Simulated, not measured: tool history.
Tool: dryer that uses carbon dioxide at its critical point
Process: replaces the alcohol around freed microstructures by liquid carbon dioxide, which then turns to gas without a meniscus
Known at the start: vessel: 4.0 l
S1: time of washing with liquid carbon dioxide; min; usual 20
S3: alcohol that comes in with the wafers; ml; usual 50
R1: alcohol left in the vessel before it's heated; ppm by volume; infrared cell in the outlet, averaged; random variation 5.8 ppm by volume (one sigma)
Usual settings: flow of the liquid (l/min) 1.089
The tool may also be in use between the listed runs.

Run 1, hour 0.0: usual settings. Result: R1 207 ppm by volume.
Run 2, hour 10.7: usual settings. Result: R1 216 ppm by volume.
Run 3, hour 27.2: usual settings. Result: R1 235 ppm by volume.
Run 4, hour 41.4: usual settings. Result: R1 236 ppm by volume.
Run 5, hour 59.5: usual settings. Result: R1 239 ppm by volume.
Run 6, hour 67.4: usual settings. Result: R1 245 ppm by volume.
Run 7, hour 83.0: usual settings. Result: R1 254 ppm by volume.
Run 8, hour 101.8: usual settings. Result: R1 261 ppm by volume.
Run 9, hour 114.9: usual settings. Result: R1 277 ppm by volume.
Run 10, hour 126.6: usual settings. Result: R1 288 ppm by volume.
Run 11, hour 136.7: usual settings but S3 49 ml. Result: R1 279 ppm by volume.
Run 12, hour 153.8: usual settings but flow of the liquid (l/min) 0.880, S3 49 ml. Result: R1 560 ppm by volume.
Run 13, hour 161.6: usual settings but flow of the liquid (l/min) 0.880, S3 49 ml. Result: R1 565 ppm by volume.
Run 14, hour 180.4: usual settings but S3 29 ml. Result: R1 187 ppm by volume.
Run 15, hour 198.5: usual settings but S3 46 ml. Result: R1 297 ppm by volume.
Run 16, hour 216.6: usual settings but S3 43 ml. Result: R1 290 ppm by volume.
Run 17, hour 232.0: usual settings but S3 43 ml. Result: R1 293 ppm by volume.
Run 18, hour 247.2: usual settings but S1 12 min, S3 43 ml. Result: R1 1163 ppm by volume.
Run 19, hour 262.6: usual settings but S1 12 min, S3 43 ml. Result: R1 1224 ppm by volume.
Run 20, hour 276.1: usual settings but flow of the liquid (l/min) 1.290, S3 44 ml. Result: R1 189 ppm by volume.
Run 21, hour 292.7: usual settings but S1 21 min, flow of the liquid (l/min) 0.780, S3 44 ml. Result: R1 756 ppm by volume.
Run 22, hour 307.0: usual settings but flow of the liquid (l/min) 1.420, S3 118 ml. Result: R1 337 ppm by volume.
Run 23, hour 325.8: usual settings but flow of the liquid (l/min) 1.420, S3 118 ml. Result: R1 174 ppm by volume.
Run 24, hour 344.1: usual settings but flow of the liquid (l/min) 0.710, S3 118 ml. Result: R1 1929 ppm by volume.
Run 25, hour 356.4: usual settings but S1 22 min, flow of the liquid (l/min) 0.760, S3 22 ml. Result: R1 269 ppm by volume.
Run 26, hour 373.7: usual settings but S1 22 min, flow of the liquid (l/min) 0.760, S3 22 ml. Result: R1 288 ppm by volume.
Run 27, hour 382.5: usual settings but S1 28 min, flow of the liquid (l/min) 1.050, S3 22 ml. Result: R1 72 ppm by volume.
Run 28, hour 395.9: usual settings but S1 28 min, flow of the liquid (l/min) 1.050, S3 22 ml. Result: R1 75 ppm by volume.
Run 29, hour 411.2: usual settings but S1 28 min, flow of the liquid (l/min) 1.050, S3 22 ml. Result: R1 83 ppm by volume.
Run 30, hour 424.6: usual settings but S1 18 min, flow of the liquid (l/min) 1.050, S3 26 ml. Result: R1 258 ppm by volume.
Run 31, hour 433.4: usual settings but S1 17 min, flow of the liquid (l/min) 0.910. Result: R1 779 ppm by volume.
Run 32, hour 442.6: usual settings but S1 17 min, flow of the liquid (l/min) 0.910. Result: R1 767 ppm by volume.
Run 33, hour 456.7: usual settings but S1 18 min, flow of the liquid (l/min) 1.390, S3 94 ml. Result: R1 320 ppm by volume.
Run 34, hour 466.5: usual settings but S1 18 min, flow of the liquid (l/min) 1.390, S3 94 ml. Result: R1 321 ppm by volume.
Run 35, hour 482.3: usual settings but S1 18 min, flow of the liquid (l/min) 1.390, S3 94 ml. Result: R1 340 ppm by volume.

Taken out of this log: 1 entry between the listed runs. Where each belongs, and how the hidden state differs across it:
Between runs 22 and 23: inlet filter changed (hour 318.2)
  flow that reaches the vessel past the clogged filter, %: 85.4 -> 99.6; alcohol in the recycled carbon dioxide, ppm: 43.1 -> 44.8
  measured less the result without the state, R1: +194 -> +42 ppm by volume

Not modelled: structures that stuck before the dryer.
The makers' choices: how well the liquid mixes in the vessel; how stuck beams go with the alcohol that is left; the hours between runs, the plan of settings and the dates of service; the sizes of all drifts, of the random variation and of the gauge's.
